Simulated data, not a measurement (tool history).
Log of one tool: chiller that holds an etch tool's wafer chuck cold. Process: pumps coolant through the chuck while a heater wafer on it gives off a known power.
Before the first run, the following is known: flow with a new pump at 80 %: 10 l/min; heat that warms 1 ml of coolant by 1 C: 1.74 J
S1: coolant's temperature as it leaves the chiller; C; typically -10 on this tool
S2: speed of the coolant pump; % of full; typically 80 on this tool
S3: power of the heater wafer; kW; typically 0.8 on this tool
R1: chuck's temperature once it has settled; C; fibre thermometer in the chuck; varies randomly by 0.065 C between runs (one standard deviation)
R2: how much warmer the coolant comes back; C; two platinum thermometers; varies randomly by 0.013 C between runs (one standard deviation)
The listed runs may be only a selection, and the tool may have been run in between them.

| run | hour | S1 | S2 | S3 | R1 | R2 |
|---|---|---|---|---|---|---|
| 1 | 0 | -10 | 80 | 0.8 | -3.73 | 2.75 |
| 2 | 54.7 | -10 | 80 | 0.8 | -3.58 | 2.76 |
| 3 | 107.1 | -10 | 80 | 0.611 | -5.07 | 2.09 |
| 4 | 189.8 | -10 | 80 | 0.8 | -3.59 | 2.77 |
| 5 | 261.7 | -18 | 80 | 0.8 | -11.58 | 2.78 |
| 6 | 311.8 | -8 | 80 | 0.8 | -1.58 | 2.76 |
| 7 | 356 | -10 | 83 | 0.8 | -3.93 | 2.64 |
| 8 | 401.2 | -10 | 83 | 0.8 | -3.8 | 2.65 |
| 9 | 438.1 | -16 | 75 | 0.521 | -11.65 | 1.94 |
| 10 | 516.2 | -16 | 75 | 0.521 | -11.64 | 1.94 |
|  | 570.6 | chiller's thermometer calibrated |
| 11 | 589.6 | -19 | 99 | 0.521 | -15.4 | 1.4 |
| 12 | 631 | -2 | 99 | 0.826 | 3.71 | 2.23 |
| 13 | 682 | -2 | 99 | 0.826 | 3.82 | 2.24 |
| 14 | 734.4 | -15 | 83 | 0.7 | -9.57 | 2.31 |
| 15 | 810 | -15 | 76 | 0.57 | -10.3 | 2.08 |
| 16 | 855.2 | -15 | 76 | 0.57 | -10.36 | 2.06 |

5 ways to go on from here, each from the tool as it stands after run 16. What would each give?
| A | 931.7 | -2 | 95 | 0.605 | ? | ? |
| B | 931.7 | -14 | 81 | 0.53 | ? | ? |
| C | 931.7 | -14 | 71 | 0.92 | ? | ? |
| D | 931.7 | -9 | 68 | 0.505 | ? | ? |
| E | 931.7 | -6 | 90 | 0.674 | ? | ? |

| run | R1 | R2 |
|---|---|---|
| A | 2.3 | 1.72 |
| B | -9.87 | 1.8 |
| C | -6.16 | 3.63 |
| D | -4.49 | 2.1 |
| E | -1.03 | 2.04 |
What these runs would have given with no unlogged condition in the tool:
| run | R1 | R2 |
|---|---|---|
| A | 2.29 | 1.72 |
| B | -9.88 | 1.8 |
| C | -6.18 | 3.62 |
| D | -4.5 | 2.1 |
| E | -1.04 | 2.04 |
